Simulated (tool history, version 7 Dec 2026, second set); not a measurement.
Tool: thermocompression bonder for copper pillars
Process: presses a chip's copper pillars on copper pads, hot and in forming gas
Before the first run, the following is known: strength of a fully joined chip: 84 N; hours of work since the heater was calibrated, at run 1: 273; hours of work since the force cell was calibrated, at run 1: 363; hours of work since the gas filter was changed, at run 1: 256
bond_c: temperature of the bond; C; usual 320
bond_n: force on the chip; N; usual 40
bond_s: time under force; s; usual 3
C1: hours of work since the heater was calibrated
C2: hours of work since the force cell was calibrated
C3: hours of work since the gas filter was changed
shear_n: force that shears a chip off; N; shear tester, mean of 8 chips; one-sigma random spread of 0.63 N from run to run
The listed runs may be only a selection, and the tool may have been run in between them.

{"run": 1, "hour": 0.0, "bond_c": 320, "bond_n": 40, "bond_s": 3, "C1": 273, "C2": 363, "C3": 256, "shear_n": 44.3}
{"run": 2, "hour": 8.5, "bond_c": 320, "bond_n": 40, "bond_s": 3, "C1": 279, "C2": 369, "C3": 262, "shear_n": 44.2}
{"run": 3, "hour": 13.4, "bond_c": 320, "bond_n": 40, "bond_s": 3, "C1": 283, "C2": 372, "C3": 266, "shear_n": 44.5}
{"run": 4, "hour": 18.6, "bond_c": 320, "bond_n": 40, "bond_s": 3, "C1": 286, "C2": 376, "C3": 270, "shear_n": 44.1}
{"run": 5, "hour": 26.6, "bond_c": 320, "bond_n": 40, "bond_s": 3, "C1": 292, "C2": 381, "C3": 275, "shear_n": 43.6}
{"run": 6, "hour": 36.1, "bond_c": 320, "bond_n": 40, "bond_s": 3, "C1": 299, "C2": 388, "C3": 282, "shear_n": 44.9}
{"run": 7, "hour": 46.6, "bond_c": 320, "bond_n": 36, "bond_s": 3, "C1": 306, "C2": 396, "C3": 289, "shear_n": 40.8}
{"run": 8, "hour": 53.1, "bond_c": 320, "bond_n": 36, "bond_s": 3, "C1": 311, "C2": 400, "C3": 294, "shear_n": 42.3}
{"run": 9, "hour": 58.6, "bond_c": 300, "bond_n": 40, "bond_s": 3, "C1": 315, "C2": 404, "C3": 298, "shear_n": 34.6}
{"run": 10, "hour": 65.9, "bond_c": 320, "bond_n": 40, "bond_s": 3, "C1": 320, "C2": 409, "C3": 303, "shear_n": 44.3}
{"run": 11, "hour": 71.3, "bond_c": 320, "bond_n": 40, "bond_s": 3, "C1": 324, "C2": 413, "C3": 307, "shear_n": 44.6}
{"run": 12, "hour": 78.0, "bond_c": 320, "bond_n": 40, "bond_s": 4, "C1": 328, "C2": 418, "C3": 312, "shear_n": 48.4}
{"run": 13, "hour": 83.0, "bond_c": 320, "bond_n": 40, "bond_s": 4, "C1": 332, "C2": 421, "C3": 315, "shear_n": 48.6}
{"run": 14, "hour": 88.9, "bond_c": 320, "bond_n": 40, "bond_s": 4, "C1": 336, "C2": 426, "C3": 319, "shear_n": 48.7}
{"run": 15, "hour": 94.4, "bond_c": 320, "bond_n": 40, "bond_s": 4, "C1": 340, "C2": 429, "C3": 323, "shear_n": 48.9}
{"run": 16, "hour": 103.3, "bond_c": 320, "bond_n": 36, "bond_s": 3, "C1": 346, "C2": 436, "C3": 330, "shear_n": 41.2}
{"run": 17, "hour": 113.5, "bond_c": 320, "bond_n": 36, "bond_s": 3, "C1": 353, "C2": 443, "C3": 337, "shear_n": 40.4}
{"run": 18, "hour": 121.4, "bond_c": 320, "bond_n": 36, "bond_s": 3, "C1": 359, "C2": 449, "C3": 342, "shear_n": 40.9}
{"run": 19, "hour": 128.7, "bond_c": 320, "bond_n": 28, "bond_s": 3, "C1": 364, "C2": 454, "C3": 347, "shear_n": 33.7}
{"run": 20, "hour": 134.0, "bond_c": 320, "bond_n": 28, "bond_s": 3, "C1": 368, "C2": 457, "C3": 351, "shear_n": 33.5}
{"run": 21, "hour": 140.6, "bond_c": 329, "bond_n": 40, "bond_s": 2, "C1": 373, "C2": 462, "C3": 356, "shear_n": 42.7}
{"run": 22, "hour": 149.2, "bond_c": 329, "bond_n": 40, "bond_s": 2, "C1": 379, "C2": 468, "C3": 362, "shear_n": 44.1}
{"run": 23, "hour": 156.9, "bond_c": 328, "bond_n": 40, "bond_s": 3, "C1": 384, "C2": 474, "C3": 367, "shear_n": 47.7}
{"run": 24, "hour": 166.0, "bond_c": 344, "bond_n": 51, "bond_s": 6, "C1": 391, "C2": 480, "C3": 374, "shear_n": 73.7}

The next listed run, before its measurement:
{"run": 25, "hour": 173.2, "bond_c": 344, "bond_n": 51, "bond_s": 6, "C1": 396, "C2": 485, "C3": 379, "shear_n": "?"}

shear_n: 73 N
The same run, on a tool lacking any hidden state, would have yielded shear_n 73.3 N.
